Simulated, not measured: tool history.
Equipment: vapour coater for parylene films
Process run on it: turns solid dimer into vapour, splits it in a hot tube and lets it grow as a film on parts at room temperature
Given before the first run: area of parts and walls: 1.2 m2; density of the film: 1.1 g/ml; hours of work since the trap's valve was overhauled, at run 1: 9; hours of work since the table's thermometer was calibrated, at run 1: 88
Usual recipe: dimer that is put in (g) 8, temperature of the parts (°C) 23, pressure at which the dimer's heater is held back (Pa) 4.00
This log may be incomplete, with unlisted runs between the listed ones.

run   hour  dimer that is put in (g)  temperature of the parts (°C)  pressure at which the dimer's heater is held back (Pa)  hours of work since the trap's valve was overhauled  hours of work since the table's thermometer was calibrated  thickness of the film (um)
  1    0.0                         8                             23                                                    4.00                                                    9                                                          88                        4.53
  2   25.1                         8                             32                                                    4.00                                                   22                                                         102                        2.94
  3   41.1                         8                             23                                                    4.00                                                   31                                                         110                        4.45
  4   56.6                         8                             23                                                    4.00                                                   39                                                         118                        4.42
  5   67.4                        10                             23                                                    4.00                                                   44                                                         124                        5.58
  6   82.1                        10                             23                                                    4.00                                                   52                                                         132                        5.48
  7  101.6                        10                             23                                                    4.00                                                   63                                                         142                        5.39
  8  124.3                         8                             30                                                    4.00                                                   75                                                         154                        3.12
  9  144.7                         8                             30                                                    4.00                                                   85                                                         165                        3.07
 10  163.4                         8                             30                                                    4.00                                                   95                                                         175                        3.11
 11  179.8                         8                             23                                                    2.26                                                  104                                                         183                        4.47
 12  197.9                        11                             18                                                   10.32                                                  114                                                         193                        6.95
 13  216.3                         3                             23                                                    4.00                                                  123                                                         203                        1.57
 14  242.0                         3                             23                                                    4.00                                                  137                                                         216                        1.57
 15  261.3                         6                             23                                                    4.00                                                  147                                                         227                        3.09
 16  278.3                         6                             23                                                    4.00                                                  156                                                         236                        3.09
 17  289.6                         6                             23                                                    4.89                                                  162                                                         241                        3.06
 18  305.3                         6                             23                                                    4.89                                                  170                                                         250                        3.03
 19  324.1                         6                             23                                                    2.31                                                  180                                                         260                        3.19
 20  338.0                         8                             34                                                    6.86                                                  188                                                         267                        2.31

Alternative continuations, all from the tool just after run 20; predict every row:
  A  360.7                         8                             16                                                    4.00                                                  200                                                         279                           ?
  B  360.7                         8                             23                                                    3.48                                                  200                                                         279                           ?
  C  360.7                         5                             20                                                    3.37                                                  200                                                         279                           ?

run  thickness of the film (um)
  A                        5.19
  B                        4.05
  C                        2.90
Without the tool's hidden state the same runs would have given:
run  thickness of the film (um)
  A                        5.94
  B                        4.59
  C                        3.29
